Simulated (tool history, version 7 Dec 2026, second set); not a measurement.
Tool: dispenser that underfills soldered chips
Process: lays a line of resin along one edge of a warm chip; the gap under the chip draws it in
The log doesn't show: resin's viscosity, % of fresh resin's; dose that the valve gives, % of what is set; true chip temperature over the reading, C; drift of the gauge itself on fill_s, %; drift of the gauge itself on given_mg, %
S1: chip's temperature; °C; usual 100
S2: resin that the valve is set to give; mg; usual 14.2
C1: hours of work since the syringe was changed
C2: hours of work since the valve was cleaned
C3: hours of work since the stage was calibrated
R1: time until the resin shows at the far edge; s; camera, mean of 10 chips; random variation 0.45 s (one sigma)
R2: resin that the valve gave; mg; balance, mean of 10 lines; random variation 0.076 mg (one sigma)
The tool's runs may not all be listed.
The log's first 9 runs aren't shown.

{"hour": 67.2, "done": "new syringe of resin"}
{"run": 10, "hour": 75.1, "S1": 113, "S2": 14.2, "C1": 6, "C2": 36, "C3": 367, "R1": 26.5, "R2": 13.75}
{"hour": 77.2, "done": "new syringe of resin"}
{"run": 11, "hour": 84.0, "S1": 113, "S2": 14.2, "C1": 5, "C2": 42, "C3": 373, "R1": 27.2, "R2": 13.69}
{"hour": 87.1, "done": "new syringe of resin"}
{"run": 12, "hour": 90.6, "S1": 113, "S2": 14.2, "C1": 2, "C2": 46, "C3": 378, "R1": 23.8, "R2": 13.58}
{"hour": 96.6, "done": "new syringe of resin"}
{"run": 13, "hour": 102.6, "S1": 100, "S2": 14.2, "C1": 4, "C2": 55, "C3": 386, "R1": 40.5, "R2": 13.49}
{"hour": 106.8, "done": "new syringe of resin"}
{"run": 14, "hour": 114.0, "S1": 100, "S2": 14.2, "C1": 5, "C2": 62, "C3": 394, "R1": 41.4, "R2": 13.4}
{"hour": 116.5, "done": "new syringe of resin"}
{"run": 15, "hour": 123.4, "S1": 100, "S2": 14.2, "C1": 5, "C2": 69, "C3": 400, "R1": 41.2, "R2": 13.32}
{"hour": 126.4, "done": "new syringe of resin"}
{"run": 16, "hour": 135.3, "S1": 95, "S2": 14.2, "C1": 6, "C2": 77, "C3": 409, "R1": 51.5, "R2": 13.17}
{"hour": 136.5, "done": "new syringe of resin"}
{"run": 17, "hour": 144.4, "S1": 100, "S2": 14.2, "C1": 6, "C2": 83, "C3": 415, "R1": 43.2, "R2": 13.18}
{"hour": 146.3, "done": "new syringe of resin"}
{"hour": 147.3, "done": "dispensing valve cleaned and set on the balance"}
{"run": 18, "hour": 152.5, "S1": 110, "S2": 15.1, "C1": 4, "C2": 4, "C3": 420, "R1": 26.5, "R2": 14.99}
{"hour": 157.4, "done": "new syringe of resin"}
{"run": 19, "hour": 158.0, "S1": 110, "S2": 15.1, "C1": 0, "C2": 7, "C3": 423, "R1": 21.9, "R2": 14.92}
{"hour": 167.2, "done": "new syringe of resin"}
{"run": 20, "hour": 168.6, "S1": 110, "S2": 15.1, "C1": 1, "C2": 15, "C3": 431, "R1": 23.3, "R2": 14.89}
{"hour": 177.7, "done": "new syringe of resin"}
{"run": 21, "hour": 179.8, "S1": 110, "S2": 15.1, "C1": 1, "C2": 22, "C3": 438, "R1": 24.1, "R2": 14.74}
{"run": 22, "hour": 186.8, "S1": 101, "S2": 13.7, "C1": 6, "C2": 27, "C3": 443, "R1": 41.8, "R2": 13.34}
{"hour": 188.1, "done": "new syringe of resin"}
{"run": 23, "hour": 196.9, "S1": 101, "S2": 12.6, "C1": 6, "C2": 34, "C3": 450, "R1": 42.8, "R2": 12.26}
{"hour": 198.3, "done": "new syringe of resin"}
{"hour": 207.8, "done": "new syringe of resin"}
{"run": 24, "hour": 207.8, "S1": 101, "S2": 12.6, "C1": 0, "C2": 41, "C3": 457, "R1": 31.6, "R2": 12.15}
{"hour": 217.5, "done": "new syringe of resin"}
{"run": 25, "hour": 218.8, "S1": 97, "S2": 16.4, "C1": 1, "C2": 49, "C3": 465, "R1": 34.7, "R2": 15.55}
{"hour": 227.2, "done": "new syringe of resin"}
{"run": 26, "hour": 229.7, "S1": 91, "S2": 15.8, "C1": 2, "C2": 56, "C3": 472, "R1": 46.2, "R2": 14.99}
{"hour": 236.8, "done": "new syringe of resin"}
{"run": 27, "hour": 239.8, "S1": 87, "S2": 14.4, "C1": 2, "C2": 63, "C3": 479, "R1": 55.8, "R2": 13.59}
{"hour": 246.4, "done": "new syringe of resin"}
{"run": 28, "hour": 246.4, "S1": 115, "S2": 15.1, "C1": 0, "C2": 68, "C3": 484, "R1": 18.8, "R2": 14.15}
{"run": 29, "hour": 251.5, "S1": 115, "S2": 13.4, "C1": 4, "C2": 71, "C3": 487, "R1": 23.3, "R2": 12.44}
{"hour": 256.6, "done": "new syringe of resin"}
{"run": 30, "hour": 263.0, "S1": 115, "S2": 13.4, "C1": 5, "C2": 79, "C3": 495, "R1": 24.4, "R2": 12.49}
{"hour": 266.1, "done": "new syringe of resin"}
{"hour": 271.4, "done": "dispensing valve cleaned and set on the balance"}
{"run": 31, "hour": 274.5, "S1": 107, "S2": 14.5, "C1": 5, "C2": 2, "C3": 502, "R1": 31.6, "R2": 14.42}
{"hour": 276.7, "done": "new syringe of resin"}
{"run": 32, "hour": 280.8, "S1": 102, "S2": 14.5, "C1": 3, "C2": 6, "C3": 507, "R1": 32.1, "R2": 14.37}
{"hour": 286.4, "done": "new syringe of resin"}
{"run": 33, "hour": 292.4, "S1": 106, "S2": 14.2, "C1": 4, "C2": 14, "C3": 515, "R1": 32.5, "R2": 14.04}
{"hour": 294.2, "done": "stage's temperature calibrated"}
{"hour": 297.0, "done": "new syringe of resin"}
{"run": 34, "hour": 302.3, "S1": 106, "S2": 14.2, "C1": 4, "C2": 20, "C3": 5, "R1": 33.7, "R2": 13.77}

3 ways to go on from here, each from the tool as it stands after run 34. What would each give?
{"hour": 307.3, "done": "new syringe of resin"}
{"run": "A", "hour": 311.6, "S1": 101, "S2": 12.6, "C1": 3, "C2": 27, "C3": 12, "R1": "?", "R2": "?"}
{"hour": 307.3, "done": "new syringe of resin"}
{"run": "B", "hour": 311.6, "S1": 102, "S2": 18.2, "C1": 3, "C2": 27, "C3": 12, "R1": "?", "R2": "?"}
{"hour": 307.3, "done": "new syringe of resin"}
{"run": "C", "hour": 311.6, "S1": 86, "S2": 18, "C1": 3, "C2": 27, "C3": 12, "R1": "?", "R2": "?"}

run=A R1=40.3 R2=12.26
run=B R1=37.3 R2=17.83
run=C R1=66.4 R2=17.56
Without the tool's hidden state the same runs would have given:
run=A R1=33.2 R2=12.56
run=B R1=31 R2=18.27
run=C R1=55.2 R2=18
